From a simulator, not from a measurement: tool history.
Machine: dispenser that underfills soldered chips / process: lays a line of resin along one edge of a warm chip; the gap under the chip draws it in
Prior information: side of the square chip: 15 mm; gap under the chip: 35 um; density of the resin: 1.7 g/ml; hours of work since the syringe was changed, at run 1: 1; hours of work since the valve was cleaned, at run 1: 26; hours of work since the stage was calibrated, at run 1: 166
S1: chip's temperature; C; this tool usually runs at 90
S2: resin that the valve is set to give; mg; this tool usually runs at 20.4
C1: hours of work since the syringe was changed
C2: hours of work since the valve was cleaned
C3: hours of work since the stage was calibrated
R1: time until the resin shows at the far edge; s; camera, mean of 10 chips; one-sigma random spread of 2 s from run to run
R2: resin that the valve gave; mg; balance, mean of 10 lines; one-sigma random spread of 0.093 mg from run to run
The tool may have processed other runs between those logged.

{"run": 1, "hour": 0.0, "S1": 90, "S2": 20.4, "C1": 1, "C2": 26, "C3": 166, "R1": 220.6, "R2": 19.81}
{"run": 2, "hour": 6.9, "S1": 90, "S2": 20.4, "C1": 5, "C2": 31, "C3": 171, "R1": 293.9, "R2": 19.6}
{"hour": 8.5, "done": "new syringe of resin"}
{"hour": 18.8, "done": "new syringe of resin"}
{"run": 3, "hour": 19.1, "S1": 90, "S2": 20.4, "C1": 0, "C2": 38, "C3": 178, "R1": 213.7, "R2": 19.67}
{"run": 4, "hour": 25.1, "S1": 90, "S2": 23.0, "C1": 4, "C2": 42, "C3": 182, "R1": 272.0, "R2": 22.0}
{"hour": 28.4, "done": "new syringe of resin"}
{"run": 5, "hour": 33.9, "S1": 90, "S2": 23.0, "C1": 4, "C2": 48, "C3": 188, "R1": 260.9, "R2": 21.86}
{"hour": 38.7, "done": "new syringe of resin"}
{"run": 6, "hour": 45.2, "S1": 90, "S2": 23.0, "C1": 4, "C2": 55, "C3": 195, "R1": 278.7, "R2": 21.83}
{"hour": 49.3, "done": "new syringe of resin"}
{"run": 7, "hour": 52.0, "S1": 90, "S2": 20.4, "C1": 2, "C2": 59, "C3": 199, "R1": 241.6, "R2": 19.16}
{"hour": 58.6, "done": "dispensing valve cleaned and set on the balance"}
{"hour": 59.7, "done": "new syringe of resin"}
{"run": 8, "hour": 61.9, "S1": 76, "S2": 20.4, "C1": 1, "C2": 2, "C3": 205, "R1": 413.1, "R2": 20.49}
{"hour": 69.5, "done": "new syringe of resin"}
{"run": 9, "hour": 73.4, "S1": 97, "S2": 20.4, "C1": 3, "C2": 9, "C3": 212, "R1": 188.5, "R2": 20.26}
{"hour": 79.5, "done": "new syringe of resin"}
{"run": 10, "hour": 84.7, "S1": 101, "S2": 20.4, "C1": 3, "C2": 16, "C3": 219, "R1": 171.5, "R2": 20.2}
{"hour": 89.6, "done": "new syringe of resin"}
{"run": 11, "hour": 92.6, "S1": 90, "S2": 20.6, "C1": 2, "C2": 21, "C3": 224, "R1": 238.5, "R2": 20.42}
{"hour": 100.1, "done": "new syringe of resin"}
{"run": 12, "hour": 100.3, "S1": 90, "S2": 20.6, "C1": 0, "C2": 26, "C3": 229, "R1": 211.7, "R2": 20.09}
{"hour": 110.5, "done": "new syringe of resin"}
{"run": 13, "hour": 113.3, "S1": 90, "S2": 20.4, "C1": 2, "C2": 34, "C3": 237, "R1": 240.7, "R2": 19.84}
{"run": 14, "hour": 119.4, "S1": 90, "S2": 20.4, "C1": 6, "C2": 38, "C3": 241, "R1": 301.1, "R2": 19.69}
{"hour": 120.6, "done": "new syringe of resin"}
{"hour": 130.3, "done": "new syringe of resin"}
{"run": 15, "hour": 131.9, "S1": 90, "S2": 20.1, "C1": 1, "C2": 46, "C3": 249, "R1": 234.7, "R2": 19.23}
{"hour": 140.3, "done": "new syringe of resin"}
{"run": 16, "hour": 142.7, "S1": 90, "S2": 17.6, "C1": 2, "C2": 53, "C3": 256, "R1": 251.7, "R2": 16.55}
{"hour": 150.5, "done": "new syringe of resin"}
{"run": 17, "hour": 154.9, "S1": 90, "S2": 17.6, "C1": 3, "C2": 61, "C3": 264, "R1": 280.9, "R2": 16.76}
{"hour": 159.5, "done": "dispensing valve cleaned and set on the balance"}
{"hour": 161.4, "done": "new syringe of resin"}
{"run": 18, "hour": 163.0, "S1": 90, "S2": 17.6, "C1": 1, "C2": 2, "C3": 268, "R1": 237.7, "R2": 17.49}
{"hour": 171.3, "done": "new syringe of resin"}
{"run": 19, "hour": 173.7, "S1": 90, "S2": 23.8, "C1": 2, "C2": 9, "C3": 275, "R1": 230.9, "R2": 23.64}
{"hour": 181.5, "done": "new syringe of resin"}
{"run": 20, "hour": 184.9, "S1": 90, "S2": 21.4, "C1": 2, "C2": 16, "C3": 282, "R1": 243.3, "R2": 20.93}
{"hour": 191.1, "done": "new syringe of resin"}
{"run": 21, "hour": 198.1, "S1": 93, "S2": 24.1, "C1": 5, "C2": 24, "C3": 290, "R1": 250.6, "R2": 23.51}
{"hour": 201.5, "done": "new syringe of resin"}
{"run": 22, "hour": 206.0, "S1": 101, "S2": 23.8, "C1": 3, "C2": 29, "C3": 295, "R1": 163.5, "R2": 23.17}
{"hour": 211.5, "done": "new syringe of resin"}
{"run": 23, "hour": 217.4, "S1": 89, "S2": 17.4, "C1": 4, "C2": 37, "C3": 303, "R1": 301.0, "R2": 16.82}
{"hour": 221.6, "done": "new syringe of resin"}
{"run": 24, "hour": 224.0, "S1": 82, "S2": 21.8, "C1": 2, "C2": 41, "C3": 307, "R1": 335.7, "R2": 20.85}
{"hour": 231.1, "done": "new syringe of resin"}
{"run": 25, "hour": 231.1, "S1": 82, "S2": 21.8, "C1": 0, "C2": 45, "C3": 311, "R1": 304.4, "R2": 20.93}
{"run": 26, "hour": 236.8, "S1": 82, "S2": 21.8, "C1": 4, "C2": 49, "C3": 315, "R1": 381.6, "R2": 20.8}
{"hour": 241.2, "done": "new syringe of resin"}
{"run": 27, "hour": 243.1, "S1": 90, "S2": 23.8, "C1": 1, "C2": 53, "C3": 319, "R1": 233.1, "R2": 22.66}

Some steps in R1, run to run, broken into two amounts with sign: the step expected even without the hidden condition (settings, incoming material, random variation), and the rest, left for the hidden condition together with whatever gauge scatter is not in both the measured and the hidden-condition-free result:
The tool's hidden condition here consists of: resin's viscosity, % of fresh resin's; dose that the valve gives, % of what is set; true chip temperature over the reading, C; drift of the gauge itself on fill_s, %; drift of the gauge itself on given_mg, %.
Run 2 -> 3: new syringe of resin, new syringe of resin. R1 -80.2 s: hidden state -81.5, all else +1.3.
Run 7 -> 8: S1 90 -> 76, dispensing valve cleaned and set on the balance, new syringe of resin. R1 +171.5 s: hidden state +14.8, all else +156.7.
Run 8 -> 9: S1 76 -> 97, new syringe of resin. R1 -224.6 s: hidden state -17.1, all else -207.5.
Run 25 -> 26: settings left as they were, no log entry in between. R1 +77.2 s: hidden state +80.4, all else -3.2.
